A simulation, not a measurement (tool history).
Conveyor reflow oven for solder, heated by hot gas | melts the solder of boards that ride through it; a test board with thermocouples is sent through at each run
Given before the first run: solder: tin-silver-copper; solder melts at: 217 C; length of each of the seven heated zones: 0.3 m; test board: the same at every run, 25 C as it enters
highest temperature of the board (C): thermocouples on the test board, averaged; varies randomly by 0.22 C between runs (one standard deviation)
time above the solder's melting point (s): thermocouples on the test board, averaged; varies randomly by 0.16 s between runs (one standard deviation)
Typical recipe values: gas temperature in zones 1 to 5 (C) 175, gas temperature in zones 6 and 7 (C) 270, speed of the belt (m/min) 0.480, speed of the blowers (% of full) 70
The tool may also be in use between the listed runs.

run,hour,gas temperature in zones 1 to 5 (C),gas temperature in zones 6 and 7 (C),speed of the belt (m/min),speed of the blowers (% of full),highest temperature of the board (C),time above the solder's melting point (s)
1,0.0,175,270,0.480,70,256.7,60.1
2,74.9,175,270,0.480,70,256.7,60.1
3,157.7,175,270,0.480,70,256.5,60.1
4,241.5,175,270,0.480,70,256.5,59.8
5,282.9,175,270,0.480,70,256.5,59.9
6,350.1,165,270,0.480,70,254.6,55.3
7,416.3,161,270,0.480,70,253.6,53.7
8,459.6,175,282,0.480,70,266.4,65.2
9,531.5,175,270,0.427,70,259.0,69.8
# hour 580.6: flux residue cleaned out of gas plates and filters
10,587.0,175,270,0.427,70,260.2,71.1
11,662.5,175,270,0.427,70,260.5,71.0
12,746.0,175,270,0.427,70,260.2,70.6
13,827.8,175,270,0.427,70,260.3,70.9
14,872.4,175,270,0.427,70,259.9,70.4
# hour 961.5: belt drive overhauled, speed set with a stopwatch
15,962.8,175,270,0.480,59,255.2,59.1
16,1017.8,175,270,0.480,59,254.4,59.0
17,1090.8,181,268,0.387,59,259.2,80.8
18,1142.0,181,268,0.390,59,259.1,80.1
# hour 1162.5: flux residue cleaned out of gas plates and filters
19,1235.8,178,283,0.553,67,265.1,56.9
# hour 1287.4: thermocouples of zones 6 and 7 changed
20,1315.8,187,280,0.480,70,267.8,70.9
21,1397.3,175,258,0.480,68,246.6,53.9
22,1443.0,175,270,0.480,60,254.9,59.8
# hour 1454.2: belt drive overhauled, speed set with a stopwatch, once more
23,1490.3,175,261,0.480,60,246.8,52.1
24,1541.9,175,261,0.480,60,246.8,52.0
25,1596.5,175,284,0.494,65,266.5,62.9
26,1648.9,175,270,0.480,70,256.0,59.0
27,1693.7,180,270,0.480,68,256.0,61.1
# hour 1747.6: flux residue cleaned out of gas plates and filters
28,1782.8,180,283,0.486,90,272.2,68.4
29,1836.9,180,283,0.486,90,271.9,67.9
30,1891.4,180,283,0.486,90,271.7,68.0
31,1976.4,175,272,0.480,70,258.7,61.2

Branching from run 31: 3 alternative next runs. What would each branch give?
A,2024.2,175,277,0.480,70,?,?
B,2024.2,175,272,0.550,70,?,?
C,2024.2,175,271,0.541,60,?,?

run,highest temperature of the board (C),time above the solder's melting point (s)
A,263.7,63.4
B,254.4,50.0
C,251.7,49.1
What these runs would have given with no unlogged condition in the tool:
run,highest temperature of the board (C),time above the solder's melting point (s)
A,263.7,63.4
B,254.7,50.3
C,251.9,49.3

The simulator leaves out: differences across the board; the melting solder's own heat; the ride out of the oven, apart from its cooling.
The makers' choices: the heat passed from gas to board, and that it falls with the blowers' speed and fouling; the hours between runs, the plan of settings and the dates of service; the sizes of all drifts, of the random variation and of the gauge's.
